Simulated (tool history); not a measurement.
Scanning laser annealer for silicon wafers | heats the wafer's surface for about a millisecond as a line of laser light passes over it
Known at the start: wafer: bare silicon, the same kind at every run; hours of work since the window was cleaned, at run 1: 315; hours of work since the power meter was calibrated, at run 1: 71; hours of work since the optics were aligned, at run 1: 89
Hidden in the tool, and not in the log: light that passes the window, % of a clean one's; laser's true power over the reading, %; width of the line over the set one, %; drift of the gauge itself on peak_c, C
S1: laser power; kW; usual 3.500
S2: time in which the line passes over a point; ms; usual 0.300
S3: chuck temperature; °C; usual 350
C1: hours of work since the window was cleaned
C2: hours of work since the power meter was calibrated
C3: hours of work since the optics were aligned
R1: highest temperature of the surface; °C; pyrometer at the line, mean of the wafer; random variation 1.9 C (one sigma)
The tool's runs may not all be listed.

| run | hour | S1 | S2 | S3 | C1 | C2 | C3 | R1 |
|---|---|---|---|---|---|---|---|---|
| 1 | 0.0 | 3.500 | 0.300 | 350 | 315 | 71 | 89 | 1151 |
| 2 | 13.3 | 3.500 | 0.300 | 350 | 321 | 76 | 95 | 1149 |
| 3 | 24.3 | 3.500 | 0.300 | 350 | 325 | 81 | 100 | 1150 |
| 4 | 34.6 | 3.500 | 0.300 | 350 | 330 | 86 | 104 | 1147 |
| 5 | 48.1 | 3.421 | 0.300 | 350 | 336 | 92 | 110 | 1125 |
| 6 | 59.7 | 3.118 | 0.300 | 350 | 341 | 97 | 115 | 1045 |
| 7 | 75.8 | 3.118 | 0.300 | 350 | 348 | 104 | 122 | 1045 |
| 8 | 94.7 | 3.118 | 0.300 | 350 | 356 | 112 | 131 | 1044 |
| 9 | 113.6 | 3.118 | 0.300 | 350 | 364 | 120 | 139 | 1043 |
| 10 | 132.5 | 3.062 | 0.300 | 350 | 373 | 128 | 147 | 1028 |
| 11 | 153.8 | 3.500 | 0.261 | 350 | 382 | 138 | 156 | 1090 |
| 12 | 171.1 | 3.500 | 0.261 | 350 | 389 | 145 | 164 | 1091 |
| 13 | 195.7 | 3.500 | 0.261 | 350 | 400 | 156 | 175 | 1092 |
| 14 | 218.0 | 3.500 | 0.261 | 350 | 410 | 166 | 184 | 1089 |
| 15 | 240.9 | 3.500 | 0.261 | 350 | 420 | 176 | 194 | 1086 |
| 16 | 251.9 | 3.500 | 0.300 | 332 | 425 | 181 | 199 | 1123 |
| 17 | 269.6 | 3.500 | 0.300 | 332 | 432 | 188 | 207 | 1122 |
| 18 | 281.3 | 3.500 | 0.232 | 332 | 438 | 193 | 212 | 1025 |
| 19 | 294.7 | 3.500 | 0.362 | 350 | 443 | 199 | 218 | 1222 |
| 20 | 317.2 | 3.512 | 0.362 | 350 | 453 | 209 | 228 | 1221 |
| 21 | 333.6 | 3.512 | 0.362 | 350 | 460 | 216 | 235 | 1226 |
| 22 | 349.0 | 3.512 | 0.362 | 350 | 467 | 223 | 242 | 1224 |
| 23 | 364.7 | 3.512 | 0.362 | 350 | 474 | 230 | 249 | 1218 |
| 24 | 375.7 | 3.359 | 0.300 | 350 | 479 | 235 | 253 | 1100 |
| 25 | 391.7 | 3.093 | 0.300 | 350 | 486 | 242 | 260 | 1031 |
| 26 | 412.2 | 3.093 | 0.300 | 350 | 495 | 251 | 269 | 1030 |
| 27 | 431.8 | 3.750 | 0.363 | 350 | 503 | 259 | 278 | 1288 |
| 28 | 446.3 | 3.597 | 0.312 | 331 | 510 | 266 | 284 | 1162 |
| 29 | 468.7 | 3.437 | 0.221 | 331 | 519 | 275 | 294 | 987 |
| 30 | 489.4 | 3.343 | 0.240 | 340 | 528 | 284 | 303 | 1002 |
| 31 | 511.0 | 3.528 | 0.221 | 350 | 538 | 294 | 312 | 1028 |
| 32 | 523.6 | 3.216 | 0.300 | 350 | 543 | 299 | 318 | 1060 |
| 33 | 539.2 | 3.367 | 0.374 | 344 | 550 | 306 | 325 | 1182 |
| 34 | 554.2 | 3.367 | 0.374 | 344 | 557 | 313 | 331 | 1183 |
| 35 | 578.8 | 3.057 | 0.250 | 374 | 567 | 323 | 342 | 978 |
| 36 | 591.8 | 3.057 | 0.308 | 374 | 573 | 329 | 348 | 1052 |
| 37 | 607.3 | 3.149 | 0.300 | 350 | 580 | 336 | 354 | 1040 |
| 38 | 618.4 | 3.585 | 0.306 | 385 | 585 | 341 | 359 | 1199 |
| 39 | 642.3 | 3.015 | 0.312 | 350 | 595 | 351 | 370 | 1016 |
| 40 | 659.3 | 3.747 | 0.379 | 387 | 603 | 359 | 377 | 1341 |
| 41 | 675.8 | 3.660 | 0.212 | 356 | 610 | 366 | 384 | 1045 |

4 ways to go on from here, each from the tool as it stands after run 41. What would each give?
| A | 700.1 | 3.056 | 0.279 | 340 | 620 | 376 | 395 | ? |
| B | 700.1 | 3.268 | 0.300 | 369 | 620 | 376 | 395 | ? |
| C | 700.1 | 3.463 | 0.300 | 356 | 620 | 376 | 395 | ? |
| D | 700.1 | 3.016 | 0.300 | 350 | 620 | 376 | 395 | ? |

| run | R1 |
|---|---|
| A | 976 |
| B | 1090 |
| C | 1126 |
| D | 1003 |
Without the tool's hidden state the same runs would have given:
| run | R1 |
|---|---|
| A | 1004 |
| B | 1120 |
| C | 1159 |
| D | 1031 |
